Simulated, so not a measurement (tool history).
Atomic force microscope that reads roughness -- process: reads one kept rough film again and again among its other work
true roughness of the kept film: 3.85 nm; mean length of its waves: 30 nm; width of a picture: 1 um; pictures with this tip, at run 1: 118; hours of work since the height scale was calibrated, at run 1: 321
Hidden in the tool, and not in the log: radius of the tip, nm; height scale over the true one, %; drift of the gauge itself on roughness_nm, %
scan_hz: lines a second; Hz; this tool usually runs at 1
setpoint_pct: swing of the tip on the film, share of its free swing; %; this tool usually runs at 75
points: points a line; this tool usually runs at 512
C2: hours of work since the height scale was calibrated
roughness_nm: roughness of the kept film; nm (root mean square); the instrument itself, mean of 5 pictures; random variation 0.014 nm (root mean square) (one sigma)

Run 1, hour 0: usual settings; pictures with this tip 118; C2 321. Result: roughness_nm 3.025 nm (root mean square).
Run 2, hour 23.2: usual settings; pictures with this tip 136; C2 331. Result: roughness_nm 2.955 nm (root mean square).
Run 3, hour 39.1: usual settings; pictures with this tip 149; C2 337. Result: roughness_nm 2.956 nm (root mean square).
Run 4, hour 57.2: usual settings; pictures with this tip 163; C2 345. Result: roughness_nm 2.934 nm (root mean square).
Run 5, hour 70.2: usual settings but points 564; pictures with this tip 174; C2 351. Result: roughness_nm 2.919 nm (root mean square).
Run 6, hour 88.5: usual settings but points 564; pictures with this tip 188; C2 358. Result: roughness_nm 2.914 nm (root mean square).
Run 7, hour 111.6: usual settings but points 564; pictures with this tip 207; C2 368. Result: roughness_nm 2.876 nm (root mean square).
Run 8, hour 137.1: usual settings; pictures with this tip 227; C2 379. Result: roughness_nm 2.837 nm (root mean square).
Run 9, hour 167.1: usual settings; pictures with this tip 251; C2 392. Result: roughness_nm 2.791 nm (root mean square).
At hour 189: new tip fitted.
Run 10, hour 195.4: usual settings; pictures with this tip 5; C2 404. Result: roughness_nm 3.187 nm (root mean square).
Run 11, hour 223.3: usual settings; pictures with this tip 27; C2 415. Result: roughness_nm 3.158 nm (root mean square).
Run 12, hour 248.5: usual settings; pictures with this tip 47; C2 426. Result: roughness_nm 3.119 nm (root mean square).
Run 13, hour 277.9: usual settings; pictures with this tip 71; C2 439. Result: roughness_nm 3.058 nm (root mean square).
Run 14, hour 302.7: usual settings but setpoint_pct 56 %; pictures with this tip 90; C2 449. Result: roughness_nm 3.163 nm (root mean square).
Run 15, hour 323.4: usual settings but setpoint_pct 61 %; pictures with this tip 107; C2 458. Result: roughness_nm 3.119 nm (root mean square).
Run 16, hour 337.9: usual settings but setpoint_pct 61 %; pictures with this tip 118; C2 464. Result: roughness_nm 3.094 nm (root mean square).
Run 17, hour 356.9: usual settings but setpoint_pct 61 %; pictures with this tip 133; C2 472. Result: roughness_nm 3.07 nm (root mean square).
Run 18, hour 376.2: usual settings; pictures with this tip 149; C2 480. Result: roughness_nm 2.926 nm (root mean square).
At hour 379.5: height scale calibrated on a step standard.
Run 19, hour 396.9: usual settings; pictures with this tip 164; C2 7. Result: roughness_nm 2.935 nm (root mean square).
Run 20, hour 410.5: usual settings; pictures with this tip 175; C2 13. Result: roughness_nm 2.876 nm (root mean square).
Run 21, hour 440.1: usual settings; pictures with this tip 199; C2 26. Result: roughness_nm 2.871 nm (root mean square).
Run 22, hour 458.8: usual settings; pictures with this tip 214; C2 34. Result: roughness_nm 2.848 nm (root mean square).
Run 23, hour 482.5: usual settings; pictures with this tip 233; C2 44. Result: roughness_nm 2.814 nm (root mean square).
At hour 492.8: height scale calibrated on a step standard, once more.
Run 24, hour 496: usual settings; pictures with this tip 243; C2 1. Result: roughness_nm 2.831 nm (root mean square).
Run 25, hour 516.2: usual settings; pictures with this tip 259; C2 10. Result: roughness_nm 2.789 nm (root mean square).
At hour 526.9: new tip fitted.
Run 26, hour 536.6: usual settings but setpoint_pct 77 %, points 628; pictures with this tip 7; C2 18. Result: roughness_nm 3.18 nm (root mean square).
Run 27, hour 553.5: usual settings but setpoint_pct 77 %, points 628; pictures with this tip 21; C2 26. Result: roughness_nm 3.132 nm (root mean square).
Run 28, hour 582: usual settings but scan_hz 1.21 Hz, setpoint_pct 77 %, points 554; pictures with this tip 44; C2 38. Result: roughness_nm 3.065 nm (root mean square).
Run 29, hour 601.4: usual settings but scan_hz 1.36 Hz, setpoint_pct 58 %, points 823; pictures with this tip 59; C2 46. Result: roughness_nm 3.21 nm (root mean square).
Run 30, hour 613.6: usual settings but scan_hz 0.6 Hz, setpoint_pct 58 %, points 954; pictures with this tip 69; C2 51. Result: roughness_nm 3.238 nm (root mean square).
Run 31, hour 636.4: usual settings but scan_hz 0.6 Hz, setpoint_pct 74 %, points 954; pictures with this tip 87; C2 61. Result: roughness_nm 3.144 nm (root mean square).
Run 32, hour 653.4: usual settings but scan_hz 0.62 Hz, setpoint_pct 60 %, points 319; pictures with this tip 100; C2 68. Result: roughness_nm 3.167 nm (root mean square).
Run 33, hour 672.9: usual settings but scan_hz 0.62 Hz, setpoint_pct 60 %, points 319; pictures with this tip 116; C2 76. Result: roughness_nm 3.114 nm (root mean square).
Run 34, hour 694.1: usual settings but setpoint_pct 58 %; pictures with this tip 133; C2 85. Result: roughness_nm 3.085 nm (root mean square).
Run 35, hour 716.6: usual settings but scan_hz 3.2 Hz, setpoint_pct 85 %, points 725; pictures with this tip 151; C2 95. Result: roughness_nm 2.365 nm (root mean square).
Run 36, hour 743.7: usual settings but scan_hz 1.64 Hz, setpoint_pct 58 %, points 408; pictures with this tip 172; C2 106. Result: roughness_nm 2.966 nm (root mean square).
Run 37, hour 766.1: usual settings but scan_hz 1.64 Hz, setpoint_pct 58 %, points 408; pictures with this tip 190; C2 116. Result: roughness_nm 2.952 nm (root mean square).
Run 38, hour 784.5: usual settings but scan_hz 3.65 Hz, setpoint_pct 77 %, points 520; pictures with this tip 205; C2 124. Result: roughness_nm 2.412 nm (root mean square).
Run 39, hour 808.4: usual settings but scan_hz 0.73 Hz, setpoint_pct 73 %, points 520; pictures with this tip 224; C2 134. Result: roughness_nm 2.9 nm (root mean square).
Run 40, hour 828.1: usual settings but setpoint_pct 67 %, points 297; pictures with this tip 239; C2 142. Result: roughness_nm 2.838 nm (root mean square).
Run 41, hour 850.9: usual settings but setpoint_pct 67 %, points 297; pictures with this tip 258; C2 152. Result: roughness_nm 2.8 nm (root mean square).
At hour 863.7: new tip fitted.
Run 42, hour 871.4: usual settings but setpoint_pct 69 %, points 1007; pictures with this tip 6; C2 161. Result: roughness_nm 3.264 nm (root mean square).
Run 43, hour 885.6: usual settings but setpoint_pct 81 %, points 732; pictures with this tip 18; C2 167. Result: roughness_nm 3.101 nm (root mean square).
Run 44, hour 904.4: usual settings but scan_hz 2.57 Hz, setpoint_pct 56 %; pictures with this tip 33; C2 175. Result: roughness_nm 3.171 nm (root mean square).
Run 45, hour 923.8: usual settings but scan_hz 0.52 Hz, setpoint_pct 59 %, points 1016; pictures with this tip 48; C2 183. Result: roughness_nm 3.291 nm (root mean square).
Run 46, hour 939.6: usual settings but scan_hz 0.52 Hz, setpoint_pct 59 %, points 1016; pictures with this tip 61; C2 190. Result: roughness_nm 3.24 nm (root mean square).
Run 47, hour 951.6: usual settings but scan_hz 0.52 Hz, setpoint_pct 59 %, points 1016; pictures with this tip 70; C2 195. Result: roughness_nm 3.236 nm (root mean square).

3 options for the next run, each taken on its own from the tool as it stands now. Forecast them:
Run A, hour 972.4: usual settings but scan_hz 0.52 Hz, setpoint_pct 59 %, points 595; pictures with this tip 87; C2 204. Result: roughness_nm ?.
Run B, hour 972.4: usual settings but setpoint_pct 77 %, points 832; pictures with this tip 87; C2 204. Result: roughness_nm ?.
Run C, hour 972.4: usual settings but scan_hz 0.94 Hz; pictures with this tip 87; C2 204. Result: roughness_nm ?.

run  roughness_nm
  A         3.185
  B         3.023
  C         3.049
Had the tool no hidden state, the same runs would have come out as:
run  roughness_nm
  A         3.383
  B          3.21
  C         3.238
